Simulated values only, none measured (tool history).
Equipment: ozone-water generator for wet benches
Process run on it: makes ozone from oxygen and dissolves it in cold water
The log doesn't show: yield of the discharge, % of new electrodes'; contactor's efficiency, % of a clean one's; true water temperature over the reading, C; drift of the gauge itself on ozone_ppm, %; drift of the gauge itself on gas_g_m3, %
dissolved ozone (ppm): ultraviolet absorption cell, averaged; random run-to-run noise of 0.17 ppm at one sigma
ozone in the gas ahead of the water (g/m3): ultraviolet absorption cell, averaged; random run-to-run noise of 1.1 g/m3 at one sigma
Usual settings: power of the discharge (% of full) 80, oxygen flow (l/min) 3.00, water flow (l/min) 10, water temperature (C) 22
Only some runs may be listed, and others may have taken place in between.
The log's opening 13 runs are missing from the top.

run,day,power of the discharge (% of full),oxygen flow (l/min),water flow (l/min),water temperature (C),hours of work since the electrodes were changed,hours of work since the contactor was cleaned,hours of work since the thermometer was calibrated,dissolved ozone (ppm),ozone in the gas ahead of the water (g/m3)
# day 17.554: contactor cleaned, once more
14,18.175,80,3.00,10,22,1728,12,1181,20.7,170.3
15,19.008,80,3.00,10,22,1744,28,1197,20.6,170.4
16,20.592,80,3.00,10,22,1775,59,1228,20.5,170.3
17,22.100,80,3.00,10,22,1804,88,1257,20.7,169.5
18,22.975,58,4.37,12,18,1821,104,1274,14.7,106.9
19,24.612,58,4.37,10,18,1852,136,1305,16.4,107.8
20,26.412,82,3.00,11,22,1887,171,1340,19.5,172.0
21,27.525,73,3.00,15,22,1908,192,1361,14.6,159.4
22,28.488,73,3.00,15,22,1927,211,1380,14.5,158.5
23,30.446,67,5.03,8,24,1965,248,1418,16.7,105.7
24,31.742,67,5.03,8,24,1990,273,1443,16.7,105.8
25,32.904,76,5.03,11,26,2012,296,1465,15.1,113.7
26,34.325,76,1.67,11,26,2039,323,1492,18.9,244.5
27,35.867,62,3.65,10,15,2069,353,1522,18.5,126.8
28,37.112,62,3.65,10,15,2093,377,1546,18.4,125.1
29,38.362,64,2.08,10,29,2117,401,1570,17.1,187.8
30,39.925,80,3.00,11,20,2147,431,1600,19.1,164.7
31,41.229,80,3.00,11,20,2173,456,1625,18.9,166.1
32,42.367,76,4.95,15,15,2195,478,1647,14.9,112.2
33,43.454,94,1.82,12,19,2215,499,1668,20.8,255.8

Consider 3 possible next runs. They are alternatives, not a sequence: every one starts from the tool as it was left by run 33. What does each give?
A,44.596,80,3.00,10,20,2238,521,1690,?,?
B,44.596,47,3.96,12,19,2238,521,1690,?,?
C,44.596,98,5.13,12,21,2238,521,1690,?,?

run,dissolved ozone (ppm),ozone in the gas ahead of the water (g/m3)
A,20.3,164.2
B,12.7,100.3
C,17.7,129.1
With the hidden condition removed and each run's random variation left untouched, the same runs would have given:
run,dissolved ozone (ppm),ozone in the gas ahead of the water (g/m3)
A,23.8,190.0
B,14.3,111.0
C,21.2,151.8

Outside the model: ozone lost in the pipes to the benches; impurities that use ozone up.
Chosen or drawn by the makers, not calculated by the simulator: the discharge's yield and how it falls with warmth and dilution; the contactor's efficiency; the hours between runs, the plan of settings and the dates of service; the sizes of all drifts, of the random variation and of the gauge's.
